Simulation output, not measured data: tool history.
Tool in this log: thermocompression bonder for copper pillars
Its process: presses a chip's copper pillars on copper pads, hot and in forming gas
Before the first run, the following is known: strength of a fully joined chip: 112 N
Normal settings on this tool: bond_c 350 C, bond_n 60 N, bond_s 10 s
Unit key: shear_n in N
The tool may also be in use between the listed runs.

run 1 hour=0 | bond_c=350 bond_n=60 bond_s=10 | shear_n=42.5
run 2 hour=23.8 | bond_c=350 bond_n=60 bond_s=21 | shear_n=55.8
run 3 hour=42.5 | bond_c=350 bond_n=60 bond_s=21 | shear_n=55.2
run 4 hour=67.4 | bond_c=350 bond_n=60 bond_s=7 | shear_n=36.8
run 5 hour=78.1 | bond_c=350 bond_n=60 bond_s=7 | shear_n=36.8
run 6 hour=99.3 | bond_c=350 bond_n=60 bond_s=10 | shear_n=42.3
run 7 hour=123.1 | bond_c=350 bond_n=60 bond_s=6 | shear_n=34.4
run 8 hour=139.4 | bond_c=352 bond_n=60 bond_s=10 | shear_n=42.7
run 9 hour=151 | bond_c=352 bond_n=60 bond_s=10 | shear_n=42.5
run 10 hour=169.3 | bond_c=349 bond_n=83 bond_s=7 | shear_n=51.4
run 11 hour=183.5 | bond_c=379 bond_n=83 bond_s=16 | shear_n=78.6
run 12 hour=199.6 | bond_c=379 bond_n=83 bond_s=16 | shear_n=79.2
run 13 hour=221.7 | bond_c=356 bond_n=83 bond_s=15 | shear_n=68.2
-- hour=243.1 forming gas filter changed
run 14 hour=247 | bond_c=356 bond_n=83 bond_s=15 | shear_n=73.1
run 15 hour=263 | bond_c=356 bond_n=39 bond_s=5 | shear_n=20.1
run 16 hour=274.3 | bond_c=350 bond_n=54 bond_s=25 | shear_n=55.2

The same runs without the tool's hidden state, with the same run-to-run variation:
The hidden state here: true temperature of the bond over the reading, C; force that reaches the chip, % of what is set; oxide that the forming gas leaves, % of the face; drift of the gauge itself on shear_n, %.
run=1 shear_n=43.2
run=2 shear_n=56.9
run=3 shear_n=56.5
run=4 shear_n=37.7
run=5 shear_n=37.7
run=6 shear_n=43.5
run=7 shear_n=35.4
run=8 shear_n=44.1
run=9 shear_n=44
run=10 shear_n=53.4
run=11 shear_n=82.5
run=12 shear_n=83.3
run=13 shear_n=71.8
run=14 shear_n=71.7
run=15 shear_n=19.5
run=16 shear_n=54
